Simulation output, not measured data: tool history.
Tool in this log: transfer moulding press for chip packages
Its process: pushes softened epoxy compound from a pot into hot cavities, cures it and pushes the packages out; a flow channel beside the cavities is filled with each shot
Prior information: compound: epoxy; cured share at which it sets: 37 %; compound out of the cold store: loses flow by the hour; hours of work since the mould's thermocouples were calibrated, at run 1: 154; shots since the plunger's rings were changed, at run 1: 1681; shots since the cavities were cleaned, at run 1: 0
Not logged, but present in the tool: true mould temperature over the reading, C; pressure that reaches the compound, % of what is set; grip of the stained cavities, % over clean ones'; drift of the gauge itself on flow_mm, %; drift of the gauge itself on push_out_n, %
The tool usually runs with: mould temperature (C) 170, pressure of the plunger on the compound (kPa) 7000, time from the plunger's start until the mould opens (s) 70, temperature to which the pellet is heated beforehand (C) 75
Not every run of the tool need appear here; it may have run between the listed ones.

run,hour,mould temperature (C),pressure of the plunger on the compound (kPa),time from the plunger's start until the mould opens (s),temperature to which the pellet is heated beforehand (C),hours of work since the mould's thermocouples were calibrated,shots since the plunger's rings were changed,shots since the cavities were cleaned,incoming compound's hours out of the cold store,length that the compound runs in the flow channel (mm),greatest force on the pins that push the packages out (N)
1,0.0,170,7000,70,75,154,1681,0,40.1,474,454
2,34.3,170,7000,70,75,173,2108,427,47.9,468,728
# hour 51.2: cavities cleaned with cleaning compound and waxed
3,64.1,170,7220,70,75,190,2460,160,27.8,496,910
# hour 102.8: cavities cleaned with cleaning compound and waxed
4,109.5,170,8300,70,75,215,3006,83,10.9,549,526
# hour 119.3: cavities cleaned with cleaning compound and waxed, once more
5,151.3,170,8300,70,75,238,3508,398,11.0,543,733
# hour 172.9: cavities cleaned with cleaning compound and waxed
6,193.9,170,8300,70,75,261,4019,261,10.5,543,641
7,212.9,170,7000,70,74,272,4256,498,16.3,485,788
# hour 224.3: cavities cleaned with cleaning compound and waxed
8,251.5,175,7000,70,74,293,4718,339,33.9,456,620
# hour 276.0: cavities cleaned with cleaning compound and waxed
9,279.4,175,7000,70,74,308,5047,43,42.2,444,441
# hour 284.3: plunger's sealing rings changed
# hour 329.5: cavities cleaned with cleaning compound and waxed
10,329.5,170,7000,70,75,334,543,0,42.5,485,436
11,368.9,170,7400,70,75,357,1034,491,13.3,530,782
# hour 382.3: cavities cleaned with cleaning compound and waxed
12,396.1,170,7400,70,75,371,1354,172,45.4,490,599
# hour 434.1: cavities cleaned with cleaning compound and waxed
13,435.6,170,6200,70,75,393,1827,18,21.6,470,462
14,480.4,170,7000,82,75,419,2384,575,22.9,492,725
# hour 487.6: cavities cleaned with cleaning compound and waxed
15,521.8,170,7000,82,75,441,2881,426,14.9,503,669
# hour 538.3: cavities cleaned with cleaning compound and waxed
16,562.4,162,7410,98,75,464,3368,300,18.7,518,649
# hour 590.8: cavities cleaned with cleaning compound and waxed
17,597.9,170,7000,70,77,483,3792,89,10.8,503,561
# hour 643.5: cavities cleaned with cleaning compound and waxed
18,644.8,168,7000,70,77,509,4356,16,32.9,467,493
19,679.6,168,7000,70,77,529,4790,450,8.7,497,849
# hour 695.3: cavities cleaned with cleaning compound and waxed
# hour 707.1: plunger's sealing rings changed
20,716.9,168,7000,70,77,548,123,237,37.2,489,656
21,737.8,170,7000,79,85,560,382,496,37.4,489,656
# hour 750.8: cavities cleaned with cleaning compound and waxed
22,762.2,170,7000,69,75,573,668,142,10.3,524,579
23,798.2,173,6860,69,77,593,1116,590,32.0,483,768
# hour 802.4: cavities cleaned with cleaning compound and waxed
24,835.9,173,6860,69,77,614,1567,417,29.3,482,707
# hour 853.7: cavities cleaned with cleaning compound and waxed
25,865.9,173,6820,69,83,630,1921,152,16.0,500,551
# hour 907.4: cavities cleaned with cleaning compound and waxed
26,908.2,165,7000,79,81,653,2429,10,41.7,474,455
27,940.7,165,7000,79,84,672,2833,414,37.9,475,754

Consider 3 possible next runs. They are alternatives, not a sequence: every one starts from the tool as it was left by run 27. What does each give?
# hour 961.8: cavities cleaned with cleaning compound and waxed
A,963.7,163,8380,74,75,684,3102,24,47.6,?,?
# hour 961.8: cavities cleaned with cleaning compound and waxed
B,963.7,175,6300,70,83,684,3102,24,30.7,?,?
# hour 961.8: cavities cleaned with cleaning compound and waxed
C,963.7,174,7220,108,84,684,3102,24,13.3,?,?

run,length that the compound runs in the flow channel (mm),greatest force on the pins that push the packages out (N)
A,512,597
B,451,407
C,503,406
What these runs would have given with no unlogged condition in the tool:
run,length that the compound runs in the flow channel (mm),greatest force on the pins that push the packages out (N)
A,534,503
B,471,373
C,525,381

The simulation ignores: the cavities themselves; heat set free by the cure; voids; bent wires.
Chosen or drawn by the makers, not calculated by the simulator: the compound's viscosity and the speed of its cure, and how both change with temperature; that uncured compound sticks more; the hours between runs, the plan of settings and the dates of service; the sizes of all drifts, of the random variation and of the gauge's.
